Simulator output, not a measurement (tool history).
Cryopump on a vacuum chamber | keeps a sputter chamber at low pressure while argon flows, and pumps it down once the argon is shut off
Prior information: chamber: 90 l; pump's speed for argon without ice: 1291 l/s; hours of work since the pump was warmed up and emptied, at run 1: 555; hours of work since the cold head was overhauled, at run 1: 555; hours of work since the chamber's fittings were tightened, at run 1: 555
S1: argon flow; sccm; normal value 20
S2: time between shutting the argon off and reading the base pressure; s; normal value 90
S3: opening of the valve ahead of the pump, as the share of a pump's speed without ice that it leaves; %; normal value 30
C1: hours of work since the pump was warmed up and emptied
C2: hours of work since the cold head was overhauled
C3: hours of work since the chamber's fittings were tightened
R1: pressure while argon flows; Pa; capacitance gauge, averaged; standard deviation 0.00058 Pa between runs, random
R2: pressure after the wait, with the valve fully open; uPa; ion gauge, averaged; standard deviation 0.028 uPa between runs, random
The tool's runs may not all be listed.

run 1 hour=0.0 | S1=20 S2=90 S3=30 | C1=555 C2=555 C3=555 | R1=0.0915 R2=1.62
run 2 hour=30.7 | S1=20 S2=90 S3=30 | C1=570 C2=570 C3=570 | R1=0.0917 R2=1.68
run 3 hour=96.3 | S1=20 S2=90 S3=30 | C1=603 C2=603 C3=603 | R1=0.0928 R2=1.68
run 4 hour=148.6 | S1=20 S2=90 S3=30 | C1=629 C2=629 C3=629 | R1=0.0914 R2=1.65
run 5 hour=184.0 | S1=20 S2=90 S3=30 | C1=647 C2=647 C3=647 | R1=0.0927 R2=1.68
run 6 hour=239.2 | S1=20 S2=90 S3=30 | C1=674 C2=674 C3=674 | R1=0.0931 R2=1.67
run 7 hour=285.4 | S1=20 S2=90 S3=30 | C1=697 C2=697 C3=697 | R1=0.0939 R2=1.68
run 8 hour=352.5 | S1=20 S2=90 S3=42 | C1=731 C2=731 C3=731 | R1=0.0689 R2=1.75
run 9 hour=403.7 | S1=22 S2=90 S3=30 | C1=756 C2=756 C3=756 | R1=0.1039 R2=1.68
run 10 hour=443.8 | S1=12 S2=90 S3=20 | C1=776 C2=776 C3=776 | R1=0.0825 R2=1.73
run 11 hour=475.4 | S1=20 S2=21 S3=40 | C1=792 C2=792 C3=792 | R1=0.0726 R2=5.29
run 12 hour=508.3 | S1=20 S2=21 S3=40 | C1=808 C2=808 C3=808 | R1=0.0717 R2=5.31
run 13 hour=543.7 | S1=12 S2=138 S3=30 | C1=826 C2=826 C3=826 | R1=0.0569 R2=1.42
run 14 hour=576.9 | S1=12 S2=138 S3=30 | C1=842 C2=842 C3=842 | R1=0.0560 R2=1.43
run 15 hour=625.3 | S1=12 S2=45 S3=49 | C1=867 C2=867 C3=867 | R1=0.0367 R2=2.89
run 16 hour=667.8 | S1=16 S2=74 S3=47 | C1=888 C2=888 C3=888 | R1=0.0513 R2=2.02
run 17 hour=705.9 | S1=16 S2=84 S3=47 | C1=907 C2=907 C3=907 | R1=0.0508 R2=1.93

Results per run with the tool's hidden condition removed, run-to-run variation unchanged:
Hidden state at play: pump's speed, % of a pump's without ice; cold plate's temperature, K; leak into the chamber, uPa l/s; drift of the gauge itself on working_pa, %; drift of the gauge itself on base_upa, %.
run=1 R1=0.0870 R2=1.32
run=2 R1=0.0870 R2=1.36
run=3 R1=0.0878 R2=1.35
run=4 R1=0.0862 R2=1.31
run=5 R1=0.0873 R2=1.32
run=6 R1=0.0875 R2=1.31
run=7 R1=0.0880 R2=1.30
run=8 R1=0.0626 R2=1.35
run=9 R1=0.0968 R2=1.28
run=10 R1=0.0786 R2=1.31
run=11 R1=0.0657 R2=4.87
run=12 R1=0.0647 R2=4.87
run=13 R1=0.0526 R2=0.96
run=14 R1=0.0516 R2=0.97
run=15 R1=0.0321 R2=2.41
run=16 R1=0.0450 R2=1.54
run=17 R1=0.0443 R2=1.42
